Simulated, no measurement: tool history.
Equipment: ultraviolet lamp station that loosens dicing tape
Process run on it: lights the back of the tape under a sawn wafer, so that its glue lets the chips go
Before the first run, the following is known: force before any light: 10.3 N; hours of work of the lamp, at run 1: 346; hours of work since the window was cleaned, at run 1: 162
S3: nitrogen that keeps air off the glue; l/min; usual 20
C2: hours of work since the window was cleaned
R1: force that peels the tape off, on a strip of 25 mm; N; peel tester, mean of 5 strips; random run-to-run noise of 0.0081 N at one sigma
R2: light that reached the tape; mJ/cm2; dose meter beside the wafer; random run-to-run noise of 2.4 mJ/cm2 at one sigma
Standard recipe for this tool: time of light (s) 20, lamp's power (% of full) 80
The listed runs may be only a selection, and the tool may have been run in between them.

Run 1, hour 0: usual settings; hours of work of the lamp 346; C2 162. Result: R1 0.36 N, R2 237 mJ/cm2.
Run 2, hour 26.7: usual settings but time of light (s) 23; hours of work of the lamp 362; C2 178. Result: R1 0.317 N, R2 275 mJ/cm2.
Run 3, hour 63.9: usual settings; hours of work of the lamp 385; C2 201. Result: R1 0.399 N, R2 238 mJ/cm2.
Run 4, hour 89.2: usual settings; hours of work of the lamp 401; C2 217. Result: R1 0.379 N, R2 237 mJ/cm2.
Run 5, hour 107.5: usual settings but S3 9 l/min; hours of work of the lamp 412; C2 228. Result: R1 0.731 N, R2 231 mJ/cm2.
Run 6, hour 134.3: usual settings but S3 9 l/min; hours of work of the lamp 428; C2 244. Result: R1 0.75 N, R2 230 mJ/cm2.
Run 7, hour 171.9: usual settings; hours of work of the lamp 451; C2 267. Result: R1 0.373 N, R2 232 mJ/cm2.
Run 8, hour 192.6: usual settings; hours of work of the lamp 464; C2 280. Result: R1 0.394 N, R2 226 mJ/cm2.
Run 9, hour 211.7: usual settings; hours of work of the lamp 476; C2 292. Result: R1 0.403 N, R2 228 mJ/cm2.
At hour 215.3: window cleaned of glue's vapour.
Run 10, hour 241: usual settings; hours of work of the lamp 493; C2 16. Result: R1 0.423 N, R2 225 mJ/cm2.
Run 11, hour 271.2: usual settings but S3 28 l/min; hours of work of the lamp 512; C2 34. Result: R1 0.327 N, R2 227 mJ/cm2.
Run 12, hour 300: usual settings but time of light (s) 39; hours of work of the lamp 529; C2 52. Result: R1 0.235 N, R2 432 mJ/cm2.
Run 13, hour 322.9: usual settings but time of light (s) 39; hours of work of the lamp 543; C2 66. Result: R1 0.242 N, R2 424 mJ/cm2.
Run 14, hour 339.5: usual settings but time of light (s) 39; hours of work of the lamp 554; C2 76. Result: R1 0.247 N, R2 426 mJ/cm2.
At hour 362.2: window cleaned of glue's vapour, once more.
Run 15, hour 370.9: usual settings but time of light (s) 39; hours of work of the lamp 572; C2 5. Result: R1 0.241 N, R2 446 mJ/cm2.
Run 16, hour 398.2: usual settings but time of light (s) 21, lamp's power (% of full) 73; hours of work of the lamp 589; C2 22. Result: R1 0.422 N, R2 218 mJ/cm2.
Run 17, hour 428.8: usual settings but time of light (s) 19; hours of work of the lamp 608; C2 41. Result: R1 0.455 N, R2 212 mJ/cm2.
Run 18, hour 452.5: usual settings but S3 24 l/min; hours of work of the lamp 622; C2 55. Result: R1 0.373 N, R2 223 mJ/cm2.
Run 19, hour 486.6: usual settings but S3 24 l/min; hours of work of the lamp 643; C2 76. Result: R1 0.37 N, R2 225 mJ/cm2.
Run 20, hour 508.8: usual settings but time of light (s) 23, lamp's power (% of full) 76, S3 7 l/min; hours of work of the lamp 657; C2 90. Result: R1 0.809 N, R2 244 mJ/cm2.
Run 21, hour 529.3: usual settings but time of light (s) 23, lamp's power (% of full) 76, S3 7 l/min; hours of work of the lamp 669; C2 102. Result: R1 0.843 N, R2 238 mJ/cm2.
Run 22, hour 556.8: usual settings but time of light (s) 23, lamp's power (% of full) 76, S3 7 l/min; hours of work of the lamp 686; C2 119. Result: R1 0.922 N, R2 241 mJ/cm2.
Run 23, hour 592.5: usual settings but time of light (s) 23, lamp's power (% of full) 76, S3 7 l/min; hours of work of the lamp 708; C2 141. Result: R1 0.861 N, R2 234 mJ/cm2.
Run 24, hour 607.8: usual settings but time of light (s) 23, lamp's power (% of full) 76, S3 7 l/min; hours of work of the lamp 717; C2 150. Result: R1 0.875 N, R2 234 mJ/cm2.
Run 25, hour 625.5: usual settings but time of light (s) 23, lamp's power (% of full) 93, S3 13 l/min; hours of work of the lamp 728; C2 161. Result: R1 0.358 N, R2 287 mJ/cm2.
Run 26, hour 649.1: usual settings but time of light (s) 18, lamp's power (% of full) 62, S3 12 l/min; hours of work of the lamp 743; C2 176. Result: R1 1.364 N, R2 150 mJ/cm2.
Run 27, hour 665.2: usual settings but time of light (s) 30, lamp's power (% of full) 69, S3 6 l/min; hours of work of the lamp 752; C2 185. Result: R1 0.752 N, R2 278 mJ/cm2.
Run 28, hour 696.5: usual settings but time of light (s) 30, lamp's power (% of full) 69, S3 6 l/min; hours of work of the lamp 772; C2 205. Result: R1 0.744 N, R2 276 mJ/cm2.
Run 29, hour 714.2: usual settings but time of light (s) 30, lamp's power (% of full) 69, S3 6 l/min; hours of work of the lamp 783; C2 215. Result: R1 0.726 N, R2 269 mJ/cm2.
Run 30, hour 745.1: usual settings but time of light (s) 29, lamp's power (% of full) 73, S3 38 l/min; hours of work of the lamp 801; C2 234. Result: R1 0.263 N, R2 276 mJ/cm2.

Consider 3 possible next runs. They are alternatives, not a sequence: every one starts from the tool as it was left by run 30. What does each give?
Run A, hour 775.2: usual settings but lamp's power (% of full) 79; hours of work of the lamp 820; C2 253. Result: R1 ?, R2 ?.
Run B, hour 775.2: usual settings but time of light (s) 25, lamp's power (% of full) 73, S3 10 l/min; hours of work of the lamp 820; C2 253. Result: R1 ?, R2 ?.
Run C, hour 775.2: usual settings but time of light (s) 25; hours of work of the lamp 820; C2 253. Result: R1 ?, R2 ?.

run     R1   R2
  A  0.485  207
  B  0.644  239
  C  0.332  260
With the hidden condition removed and each run's random variation left untouched, the same runs would have given:
run     R1   R2
  A  0.322  268
  B  0.396  309
  C  0.266  337
